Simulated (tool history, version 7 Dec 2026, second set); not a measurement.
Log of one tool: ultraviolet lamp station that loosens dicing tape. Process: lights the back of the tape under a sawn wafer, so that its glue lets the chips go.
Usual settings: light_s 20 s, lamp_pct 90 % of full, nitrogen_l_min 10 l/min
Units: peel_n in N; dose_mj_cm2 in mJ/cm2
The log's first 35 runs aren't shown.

run	day	light_s	lamp_pct	nitrogen_l_min	hours of work of the lamp	hours of work since the window was cleaned	peel_n	dose_mj_cm2
36	11.779	32	99	10	460	261	0.295	972
37	12.175	22	66	17	466	267	0.862	447
38	12.612	16	88	17	473	274	0.919	432
39	13.021	13	95	6	480	281	2.179	378
40	13.288	16	90	9	484	285	1.356	441
41	13.754	16	90	9	492	293	1.350	439
42	14.150	16	90	9	498	299	1.353	441
43	14.375	27	87	9	502	303	0.524	719

3 ways to go on from here, each from the tool as it stands after run 43. What would each give?
A	14.583	25	90	11	505	306	?	?
B	14.583	19	90	10	505	306	?	?
C	14.583	20	90	6	505	306	?	?

run	peel_n	dose_mj_cm2
A	0.493	682
B	0.901	525
C	1.215	550
Without the tool's hidden state the same runs would have given:
run	peel_n	dose_mj_cm2
A	0.491	682
B	0.899	526
C	1.212	551
